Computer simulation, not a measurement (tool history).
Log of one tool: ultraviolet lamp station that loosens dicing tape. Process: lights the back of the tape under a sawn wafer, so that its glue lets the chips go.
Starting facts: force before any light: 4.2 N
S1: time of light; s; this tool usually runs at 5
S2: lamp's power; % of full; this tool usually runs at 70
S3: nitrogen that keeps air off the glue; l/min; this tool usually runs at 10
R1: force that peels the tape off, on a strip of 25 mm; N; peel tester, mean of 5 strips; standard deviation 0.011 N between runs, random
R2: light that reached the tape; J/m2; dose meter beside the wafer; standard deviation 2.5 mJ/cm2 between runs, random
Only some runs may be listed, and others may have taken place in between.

Run 1, hour 0: usual settings. Result: R1 0.673 N, R2 2440 J/m2.
At hour 27.1: window cleaned of glue's vapour.
Run 2, hour 53.3: usual settings. Result: R1 0.774 N, R2 2260 J/m2.
Run 3, hour 127.2: usual settings but S3 5 l/min. Result: R1 1.215 N, R2 2160 J/m2.
Run 4, hour 219: usual settings but S3 11 l/min. Result: R1 0.849 N, R2 2070 J/m2.
Run 5, hour 286.2: usual settings but S3 11 l/min. Result: R1 0.88 N, R2 1960 J/m2.
Run 6, hour 325: usual settings but S3 11 l/min. Result: R1 0.89 N, R2 1920 J/m2.
At hour 377.5: window cleaned of glue's vapour, once more.
Run 7, hour 389.3: usual settings but S3 11 l/min. Result: R1 0.574 N, R2 2730 J/m2.
Run 8, hour 480.7: usual settings but S1 4 s. Result: R1 0.856 N, R2 2020 J/m2.
Run 9, hour 526: usual settings but S1 4 s. Result: R1 0.875 N, R2 2000 J/m2.
Run 10, hour 614.2: usual settings but S2 61 % of full. Result: R1 0.886 N, R2 2090 J/m2.
Run 11, hour 653.5: usual settings but S2 61 % of full. Result: R1 0.892 N, R2 2070 J/m2.
Run 12, hour 710.8: usual settings but S1 3 s. Result: R1 1.43 N, R2 1370 J/m2.
Run 13, hour 770.2: usual settings but S1 3 s. Result: R1 1.459 N, R2 1280 J/m2.
Run 14, hour 850.1: usual settings but S3 20 l/min. Result: R1 0.584 N, R2 2070 J/m2.
Run 15, hour 939.2: usual settings but S1 4 s, S3 20 l/min. Result: R1 0.888 N, R2 1620 J/m2.
At hour 953.6: window cleaned of glue's vapour.
Run 16, hour 985: usual settings but S3 5 l/min. Result: R1 1.073 N, R2 2330 J/m2.
Run 17, hour 1075.6: usual settings but S1 3 s, S2 65 % of full, S3 11 l/min. Result: R1 1.444 N, R2 1260 J/m2.
Run 18, hour 1152: usual settings but S2 78 % of full, S3 9 l/min. Result: R1 0.737 N, R2 2380 J/m2.
At hour 1160.9: lamp changed.
Run 19, hour 1194.6: usual settings but S1 4 s, S2 78 % of full. Result: R1 0.691 N, R2 2530 J/m2.
Run 20, hour 1277.4: usual settings but S1 8 s, S2 66 % of full, S3 4 l/min. Result: R1 0.575 N, R2 4060 J/m2.
Run 21, hour 1359.8: usual settings but S1 8 s, S2 66 % of full, S3 4 l/min. Result: R1 0.623 N, R2 3910 J/m2.
Run 22, hour 1443.2: usual settings but S1 7 s, S2 66 % of full, S3 13 l/min. Result: R1 0.4 N, R2 3230 J/m2.
Run 23, hour 1523.2: usual settings but S1 8 s, S3 18 l/min. Result: R1 0.302 N, R2 3820 J/m2.
At hour 1535.6: window cleaned of glue's vapour.
Run 24, hour 1585.6: usual settings but S1 8 s, S3 18 l/min. Result: R1 0.268 N, R2 4540 J/m2.
Run 25, hour 1661.3: usual settings but S1 7 s, S2 64 % of full, S3 5 l/min. Result: R1 0.647 N, R2 3460 J/m2.

Pick out some run-to-run changes in R1. Of each, how much would a tool without hidden state show as well, from the settings, what came in and chance, and how much is left for the hidden state and any gauge scatter not in both results compared?
Hidden state at play: lamp's light, % of a new lamp's; light that the window lets through, % of a clean one's; drift of the gauge itself on peel_n, %; drift of the gauge itself on dose_mj_cm2, %.
Run 6 -> 7: window cleaned of glue's vapour, once more. R1 -0.316 N: hidden state -0.335, all else +0.019.
Run 13 -> 14: S1 3 -> 5, S3 10 -> 20. R1 -0.875 N: hidden state -0.224, all else -0.651.
Run 17 -> 18: S1 3 -> 5, S2 65 -> 78, S3 11 -> 9. R1 -0.707 N: hidden state -0.125, all else -0.582.
